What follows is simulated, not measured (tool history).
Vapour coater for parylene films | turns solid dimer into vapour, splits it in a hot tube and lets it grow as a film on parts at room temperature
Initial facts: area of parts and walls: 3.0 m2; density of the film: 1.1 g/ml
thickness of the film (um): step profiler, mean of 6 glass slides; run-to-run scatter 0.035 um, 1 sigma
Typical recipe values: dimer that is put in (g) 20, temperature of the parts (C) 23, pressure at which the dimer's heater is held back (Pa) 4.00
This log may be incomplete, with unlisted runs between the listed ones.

| run | hour | dimer that is put in (g) | temperature of the parts (C) | pressure at which the dimer's heater is held back (Pa) | thickness of the film (um) |
|---|---|---|---|---|---|
| 1 | 0.0 | 20 | 23 | 4.00 | 3.40 |
| 2 | 32.2 | 20 | 23 | 4.00 | 3.35 |
| 3 | 61.7 | 20 | 23 | 4.00 | 3.34 |
| 4 | 94.6 | 20 | 22 | 4.00 | 3.52 |
| 5 | 117.7 | 20 | 22 | 4.00 | 3.43 |
| 6 | 152.3 | 20 | 22 | 4.00 | 3.46 |
| 7 | 166.6 | 20 | 22 | 4.00 | 3.44 |
| 8 | 185.1 | 20 | 23 | 4.00 | 3.23 |
| 9 | 210.5 | 20 | 23 | 4.00 | 3.26 |
| 10 | 232.8 | 10 | 23 | 4.00 | 1.63 |
| 11 | 266.4 | 28 | 28 | 4.00 | 3.55 |
| 12 | 291.6 | 28 | 28 | 4.00 | 3.55 |
| 13 | 325.1 | 30 | 33 | 3.10 | 3.15 |
| 14 | 357.3 | 30 | 33 | 3.10 | 3.16 |
| 15 | 384.6 | 11 | 21 | 2.27 | 2.21 |
| 16 | 414.8 | 11 | 21 | 2.27 | 2.17 |
| 17 | 448.1 | 9 | 21 | 4.00 | 1.55 |
| 18 | 476.7 | 13 | 33 | 9.81 | 1.07 |
| 19 | 506.9 | 20 | 23 | 2.54 | 3.49 |
| 20 | 529.7 | 20 | 23 | 3.43 | 3.26 |

Below are 4 alternative next runs, each starting from the tool's condition after run 20. Predict each:
| A | 558.5 | 20 | 23 | 10.77 | ? |
| B | 558.5 | 20 | 23 | 5.38 | ? |
| C | 558.5 | 20 | 29 | 4.00 | ? |
| D | 558.5 | 11 | 30 | 4.32 | ? |

| run | thickness of the film (um) |
|---|---|
| A | 2.60 |
| B | 2.99 |
| C | 2.35 |
| D | 1.23 |
The same runs, with their run-to-run variation unchanged, on a tool lacking any hidden condition would have given:
| run | thickness of the film (um) |
|---|---|
| A | 2.98 |
| B | 3.43 |
| C | 2.70 |
| D | 1.41 |
